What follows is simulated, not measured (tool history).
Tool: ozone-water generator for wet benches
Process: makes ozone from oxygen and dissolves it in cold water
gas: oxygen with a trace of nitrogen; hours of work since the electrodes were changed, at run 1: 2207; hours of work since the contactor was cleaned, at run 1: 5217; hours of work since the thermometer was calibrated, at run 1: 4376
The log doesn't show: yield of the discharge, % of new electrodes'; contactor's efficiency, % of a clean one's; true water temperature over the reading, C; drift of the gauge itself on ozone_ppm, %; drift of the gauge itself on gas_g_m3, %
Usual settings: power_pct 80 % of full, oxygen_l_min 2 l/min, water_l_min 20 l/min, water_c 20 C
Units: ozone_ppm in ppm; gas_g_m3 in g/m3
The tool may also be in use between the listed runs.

run     day  power_pct  oxygen_l_min  water_l_min  water_c  hours of work since the electrodes were changed  hours of work since the contactor was cleaned  hours of work since the thermometer was calibrated  ozone_ppm  gas_g_m3
  1       0         80             2           20       20                                             2207                                           5217                                                4376        8.4       187
  2    3.15         80             2           20       25                                             2256                                           5267                                                4426          8     185.2
  3   8.029         80             2           27       25                                             2334                                           5345                                                4503          6       187
  4  10.875         80             2           27       25                                             2379                                           5390                                                4548          6     187.8
  5  13.992         80             2           27       25                                             2429                                           5439                                                4598        5.9     187.2
  6  18.867         80             2           20       20                                             2506                                           5517                                                4675        8.3     186.8
     22.138  -- contactor cleaned
  7  23.979         80             2           20       20                                             2584                                             29                                                4753        8.3     186.2
  8  27.612         80             2           20       20                                             2642                                             87                                                4811        8.4     186.3
  9  31.808         80             2           20       20                                             2709                                            153                                                4878        8.6     185.3
 10  35.129         80             2           26       20                                             2761                                            206                                                4930        6.3       186
 11  37.379         80             2           26       20                                             2797                                            242                                                4966        6.3     186.3
 12  39.458         80             2           19       20                                             2830                                            275                                                4999        8.8     188.3
 13  42.992         80             2           19       20                                             2886                                            331                                                5055        8.8     186.5
 14  45.079         80             2           20       21                                             2919                                            364                                                5088        8.1     185.7
 15  48.358         80             2           20       20                                             2971                                            416                                                5140        8.4     186.7
 16  52.567         80          2.45           20       20                                             3038                                            483                                                5207        8.6     168.8
 17  57.258         57             2           20       20                                             3113                                            557                                                5282        6.7     144.5
 18  61.004         80           1.2           28       24                                             3172                                            617                                                5341        5.1       244
 19  63.658         80           1.2           28       24                                             3214                                            659                                                5383          5     244.1
 20   66.55         84             2           20       17                                             3260                                            705                                                5429        8.8     192.5
 21  69.175         75             2           17       17                                             3302                                            746                                                5471        9.6     177.5
 22    73.1         74             2           17       13                                             3364                                            809                                                5533        9.6     175.7
 23  77.067         80           1.2           29       20                                             3427                                            872                                                5596          5     243.3
 24  80.412         86          2.27           16       15                                             3480                                            925                                                5649       11.8       184
 25  83.008         80             2           13       20                                             3521                                            966                                                5690       12.4     186.4
 26  87.642         55          1.58           13       20                                             3595                                           1040                                                5764        9.1       162
 27  90.479         58          1.74           20       17                                             3640                                           1085                                                5809        6.5     159.1
 28  92.512         80             2           15       16                                             3672                                           1117                                                5841       11.4     186.8
 29  94.875         80          1.37           27       17                                             3710                                           1154                                                5879        5.5     227.2
 30  96.925         80          1.37           27       17                                             3742                                           1187                                                5911        5.7     229.8
     98.388  -- water thermometer calibrated
 31  99.221         80          1.37           27       17                                             3778                                           1223                                                  13        5.5     230.7
 32   102.8         80             2           20       25                                             3835                                           1280                                                  70          8     183.7

Forecast each of these 4 alternatives for the next run:
  A  107.542         80             2           20       20                                             3910                                           1355                                                 145          ?         ?
  B  107.542         64             2           27       19                                             3910                                           1355                                                 145          ?         ?
  C  107.542         65             2           20       20                                             3910                                           1355                                                 145          ?         ?
  D  107.542         80             2           16       24                                             3910                                           1355                                                 145          ?         ?

run  ozone_ppm  gas_g_m3
  A        8.3     185.9
  B        5.3     159.3
  C        7.3     160.3
  D         10     185.6
Without the tool's hidden state the same runs would have given:
run  ozone_ppm  gas_g_m3
  A        8.3       186
  B        5.3     159.4
  C        7.3     160.4
  D         10     185.8
